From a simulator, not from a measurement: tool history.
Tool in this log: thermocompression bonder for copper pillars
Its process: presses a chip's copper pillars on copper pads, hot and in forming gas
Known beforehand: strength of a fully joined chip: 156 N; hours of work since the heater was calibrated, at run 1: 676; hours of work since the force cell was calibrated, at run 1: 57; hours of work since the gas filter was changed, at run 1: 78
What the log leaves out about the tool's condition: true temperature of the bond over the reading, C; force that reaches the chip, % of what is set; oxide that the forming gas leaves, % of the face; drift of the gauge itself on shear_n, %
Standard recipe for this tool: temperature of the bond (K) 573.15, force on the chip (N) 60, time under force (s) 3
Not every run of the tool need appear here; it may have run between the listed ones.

run     day  temperature of the bond (K)  force on the chip (N)  time under force (s)  hours of work since the heater was calibrated  hours of work since the force cell was calibrated  hours of work since the gas filter was changed  force that shears a chip off (N)
  1       0                       573.15                     60                     3                                            676                                                 57                                              78                             101.4
  2   1.158                       573.15                     60                     3                                            691                                                 72                                              94                             101.2
  3   1.879                       573.15                     60                     3                                            701                                                 82                                             103                             101.5
  4   2.425                       573.15                     60                     3                                            708                                                 89                                             111                             101.8
  5   3.217                       573.15                     60                     3                                            719                                                100                                             121                             101.3
  6   4.175                       573.15                     60                     3                                            731                                                113                                             134                             101.2
  7   4.912                       573.15                     60                     3                                            741                                                122                                             144                             101.9
  8   6.108                       573.15                     60                     3                                            757                                                138                                             160                             101.5
      6.267  -- heater calibrated with a thermocouple chip
  9   7.188                       573.15                     60                     3                                             12                                                152                                             173                              98.2
 10     8.3                       573.15                     60                     3                                             27                                                167                                             188                              97.9
 11   8.871                       573.15                     60                     3                                             35                                                174                                             196                              97.9
 12   9.729                       573.15                     60                     3                                             46                                                186                                             207                              98.2
 13  10.462                       573.15                     60                     3                                             56                                                195                                             217                              97.9
 14  11.167                       573.15                     79                     3                                             65                                                205                                             226                               111
 15  11.717                       573.15                     79                     3                                             73                                                212                                             234                             110.9
 16  12.817                       579.15                     52                     3                                             87                                                227                                             248                              94.7
 17  13.433                       558.15                     56                     2                                             96                                                235                                             256                              74.2
 18  14.533                       558.15                     56                     5                                            110                                                250                                             271                              99.7
 19  15.438                       558.15                     81                     2                                            122                                                262                                             283                              91.9
 20  15.992                       558.15                     81                     2                                            130                                                269                                             291                              90.9
 21  17.146                       592.15                     76                     2                                            145                                                285                                             306                             108.6
 22  17.871                       592.15                     76                     2                                            155                                                294                                             316                               109
 23  18.396                       546.15                     55                     2                                            162                                                301                                             323                              66.7
 24  19.242                       546.15                     55                     2                                            173                                                313                                             334                              67.6
 25  20.408                       546.15                     62                     7                                            189                                                328                                             349                             106.5
 26  21.342                       546.15                     62                     7                                            201                                                341                                             362                               107

Hidden state at the last listed run before each entry between runs and at the first one after, where it differs:
After run 8, before run 9: heater calibrated with a thermocouple chip (day 6.267)
  true temperature of the bond over the reading, C: 5.8 -> 1.2; force that reaches the chip, % of what is set: 99.6 -> 99.5; oxide that the forming gas leaves, % of the face: 1.65 -> 1.73
  measured minus no-state result, force that shears a chip off (N): +2.1 -> -0.8
